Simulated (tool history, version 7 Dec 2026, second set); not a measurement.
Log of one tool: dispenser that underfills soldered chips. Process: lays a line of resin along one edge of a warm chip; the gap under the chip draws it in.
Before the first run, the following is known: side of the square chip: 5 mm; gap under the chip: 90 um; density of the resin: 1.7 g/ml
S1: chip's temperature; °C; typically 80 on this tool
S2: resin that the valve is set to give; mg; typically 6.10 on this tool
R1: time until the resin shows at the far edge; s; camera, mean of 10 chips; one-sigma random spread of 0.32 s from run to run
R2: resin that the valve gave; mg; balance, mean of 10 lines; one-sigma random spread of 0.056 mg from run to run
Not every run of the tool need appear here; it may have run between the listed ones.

{"run": 1, "hour": 0.0, "S1": 80, "S2": 6.1, "R1": 11.5, "R2": 6.13}
{"run": 2, "hour": 6.4, "S1": 80, "S2": 6.1, "R1": 15.6, "R2": 5.93}
{"run": 3, "hour": 9.3, "S1": 80, "S2": 6.1, "R1": 17.7, "R2": 5.95}
{"hour": 11.3, "done": "new syringe of resin"}
{"run": 4, "hour": 16.0, "S1": 80, "S2": 6.1, "R1": 12.9, "R2": 6.07}
{"run": 5, "hour": 20.4, "S1": 80, "S2": 6.1, "R1": 14.7, "R2": 5.93}
{"hour": 26.3, "done": "new syringe of resin"}
{"run": 6, "hour": 27.3, "S1": 80, "S2": 6.1, "R1": 10.5, "R2": 5.93}
{"run": 7, "hour": 32.8, "S1": 80, "S2": 6.1, "R1": 13.3, "R2": 5.94}
{"run": 8, "hour": 35.6, "S1": 80, "S2": 6.1, "R1": 14.8, "R2": 6.09}
{"run": 9, "hour": 38.8, "S1": 80, "S2": 6.1, "R1": 17.4, "R2": 5.83}
{"hour": 41.4, "done": "new syringe of resin"}
{"run": 10, "hour": 42.1, "S1": 80, "S2": 6.1, "R1": 10.0, "R2": 5.93}
{"run": 11, "hour": 48.3, "S1": 80, "S2": 6.1, "R1": 13.7, "R2": 5.88}
{"run": 12, "hour": 53.3, "S1": 80, "S2": 6.77, "R1": 16.6, "R2": 6.51}
{"hour": 56.7, "done": "new syringe of resin"}
{"run": 13, "hour": 56.8, "S1": 73, "S2": 6.1, "R1": 13.3, "R2": 5.79}
{"run": 14, "hour": 61.1, "S1": 80, "S2": 6.1, "R1": 12.3, "R2": 5.82}
{"run": 15, "hour": 67.2, "S1": 80, "S2": 6.1, "R1": 16.1, "R2": 5.78}
{"run": 16, "hour": 70.5, "S1": 80, "S2": 6.1, "R1": 18.7, "R2": 5.77}
{"hour": 72.1, "done": "new syringe of resin"}
{"run": 17, "hour": 75.9, "S1": 80, "S2": 6.1, "R1": 11.5, "R2": 5.84}
{"run": 18, "hour": 79.5, "S1": 86, "S2": 6.1, "R1": 11.1, "R2": 5.77}
{"run": 19, "hour": 83.5, "S1": 86, "S2": 6.1, "R1": 13.2, "R2": 5.75}
{"run": 20, "hour": 86.4, "S1": 88, "S2": 7.59, "R1": 13.5, "R2": 7.08}
{"hour": 87.0, "done": "new syringe of resin"}
{"run": 21, "hour": 89.7, "S1": 76, "S2": 7.81, "R1": 13.4, "R2": 7.27}
{"run": 22, "hour": 95.7, "S1": 73, "S2": 7.44, "R1": 18.8, "R2": 6.89}
{"hour": 97.7, "done": "dispensing valve cleaned and set on the balance"}
{"run": 23, "hour": 102.3, "S1": 73, "S2": 7.44, "R1": 23.1, "R2": 7.38}
{"hour": 103.1, "done": "new syringe of resin"}
{"run": 24, "hour": 105.4, "S1": 78, "S2": 7.86, "R1": 12.0, "R2": 7.74}

Forecast run 25:
{"run": 25, "hour": 108.5, "S1": 76, "S2": 5.8, "R1": "?", "R2": "?"}

R1: 14.6 s
R2: 5.75 mg
Had the tool carried no hidden state, the very same run would have given R1 11.9 s, R2 5.79 mg.
